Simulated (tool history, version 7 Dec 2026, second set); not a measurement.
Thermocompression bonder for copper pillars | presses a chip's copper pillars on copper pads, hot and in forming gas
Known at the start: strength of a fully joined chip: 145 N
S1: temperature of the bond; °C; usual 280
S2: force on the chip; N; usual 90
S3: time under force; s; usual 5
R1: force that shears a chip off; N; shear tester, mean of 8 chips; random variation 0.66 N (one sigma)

{"run": 1, "hour": 0.0, "S1": 280, "S2": 90, "S3": 5, "R1": 57.7}
{"run": 2, "hour": 11.6, "S1": 280, "S2": 90, "S3": 5, "R1": 57.5}
{"run": 3, "hour": 24.8, "S1": 280, "S2": 90, "S3": 5, "R1": 57.6}
{"run": 4, "hour": 43.5, "S1": 280, "S2": 90, "S3": 5, "R1": 57.8}
{"run": 5, "hour": 52.0, "S1": 280, "S2": 90, "S3": 5, "R1": 56.9}
{"run": 6, "hour": 69.7, "S1": 252, "S2": 90, "S3": 5, "R1": 42}
{"run": 7, "hour": 86.6, "S1": 252, "S2": 90, "S3": 5, "R1": 41.5}
{"run": 8, "hour": 100.8, "S1": 252, "S2": 90, "S3": 5, "R1": 40.9}
{"run": 9, "hour": 111.3, "S1": 252, "S2": 90, "S3": 5, "R1": 41.7}
{"run": 10, "hour": 122.2, "S1": 284, "S2": 90, "S3": 5, "R1": 57.4}
{"hour": 136.0, "done": "forming gas filter changed"}
{"run": 11, "hour": 141.0, "S1": 284, "S2": 90, "S3": 5, "R1": 62.6}
{"run": 12, "hour": 156.3, "S1": 284, "S2": 90, "S3": 5, "R1": 61}
{"run": 13, "hour": 169.6, "S1": 284, "S2": 90, "S3": 5, "R1": 61.1}
{"run": 14, "hour": 185.1, "S1": 280, "S2": 61, "S3": 5, "R1": 43.8}
{"run": 15, "hour": 194.5, "S1": 280, "S2": 90, "S3": 5, "R1": 59.4}
{"run": 16, "hour": 203.2, "S1": 293, "S2": 57, "S3": 7, "R1": 56.2}
{"run": 17, "hour": 220.5, "S1": 293, "S2": 79, "S3": 4, "R1": 56.7}
{"run": 18, "hour": 232.5, "S1": 261, "S2": 77, "S3": 4, "R1": 37.5}

Forecast run 19:
{"run": 19, "hour": 251.4, "S1": 261, "S2": 77, "S3": 4, "R1": "?"}

R1: 37.6 N
Without the tool's hidden state the same run would have given R1 35.7 N.

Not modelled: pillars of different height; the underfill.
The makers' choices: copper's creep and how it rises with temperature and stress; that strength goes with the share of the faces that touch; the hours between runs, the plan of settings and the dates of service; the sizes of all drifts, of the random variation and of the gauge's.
